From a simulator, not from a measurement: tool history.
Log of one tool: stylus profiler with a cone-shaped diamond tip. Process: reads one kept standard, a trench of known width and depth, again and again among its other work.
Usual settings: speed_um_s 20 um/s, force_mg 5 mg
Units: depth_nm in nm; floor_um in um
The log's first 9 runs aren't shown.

Run 10, hour 585.1: usual settings but speed_um_s 68 um/s. Result: depth_nm 504.47 nm, floor_um 93.74 um.
Run 11, hour 634.7: usual settings but speed_um_s 68 um/s. Result: depth_nm 504.34 nm, floor_um 93.77 um.
Run 12, hour 713.7: usual settings but speed_um_s 68 um/s. Result: depth_nm 504.38 nm, floor_um 93.72 um.
Run 13, hour 761.7: usual settings but speed_um_s 68 um/s. Result: depth_nm 504.38 nm, floor_um 93.73 um.
Run 14, hour 838.2: usual settings. Result: depth_nm 504.03 nm, floor_um 93.74 um.
Run 15, hour 902.5: usual settings. Result: depth_nm 504.36 nm, floor_um 93.72 um.
Run 16, hour 956.9: usual settings but force_mg 8.2 mg. Result: depth_nm 505.85 nm, floor_um 93.71 um.
At hour 966.3: height scale calibrated on a step standard.
Run 17, hour 1045: usual settings but force_mg 8.2 mg. Result: depth_nm 505.75 nm, floor_um 93.69 um.
At hour 1138.4: height scale calibrated on a step standard, once more.
Run 18, hour 1138.4: usual settings but force_mg 8.2 mg. Result: depth_nm 506.24 nm, floor_um 93.66 um.
Run 19, hour 1188.7: usual settings. Result: depth_nm 504.49 nm, floor_um 93.63 um.
Run 20, hour 1246.9: usual settings. Result: depth_nm 504.49 nm, floor_um 93.63 um.
Run 21, hour 1321.9: usual settings. Result: depth_nm 504.51 nm, floor_um 93.55 um.
Run 22, hour 1387.9: usual settings. Result: depth_nm 504.44 nm, floor_um 93.58 um.
Run 23, hour 1459.1: usual settings. Result: depth_nm 504.41 nm, floor_um 93.47 um.
Run 24, hour 1498.3: usual settings but speed_um_s 5 um/s, force_mg 2.68 mg. Result: depth_nm 502.55 nm, floor_um 93.52 um.
Run 25, hour 1551.3: usual settings but speed_um_s 33 um/s, force_mg 1.76 mg. Result: depth_nm 501.95 nm, floor_um 93.42 um.
Run 26, hour 1606.2: usual settings but speed_um_s 33 um/s, force_mg 8.56 mg. Result: depth_nm 506.21 nm, floor_um 93.44 um.
Run 27, hour 1666.4: usual settings but speed_um_s 21 um/s, force_mg 14.63 mg. Result: depth_nm 509.01 nm, floor_um 93.44 um.
Run 28, hour 1749.8: usual settings but speed_um_s 21 um/s, force_mg 14.63 mg. Result: depth_nm 508.91 nm, floor_um 93.44 um.
Run 29, hour 1826.3: usual settings but speed_um_s 6 um/s, force_mg 2.54 mg. Result: depth_nm 502.52 nm, floor_um 93.37 um.
Run 30, hour 1897.9: usual settings but speed_um_s 12 um/s, force_mg 7.04 mg. Result: depth_nm 505.14 nm, floor_um 93.42 um.
Run 31, hour 1946: usual settings but speed_um_s 12 um/s, force_mg 7.04 mg. Result: depth_nm 505.3 nm, floor_um 93.39 um.
Run 32, hour 1995.9: usual settings but speed_um_s 7 um/s, force_mg 6.67 mg. Result: depth_nm 505.13 nm, floor_um 93.37 um.

Run 33 comes next. What will it give?
Run 33, hour 2064.2: usual settings but speed_um_s 12 um/s, force_mg 4.26 mg. Result: depth_nm ?, floor_um ?.

Run 33 gave depth_nm 503.53 nm, floor_um 93.3 um.
Without the tool's hidden state the same run would have given depth_nm 503.83 nm, floor_um 95.61 um.
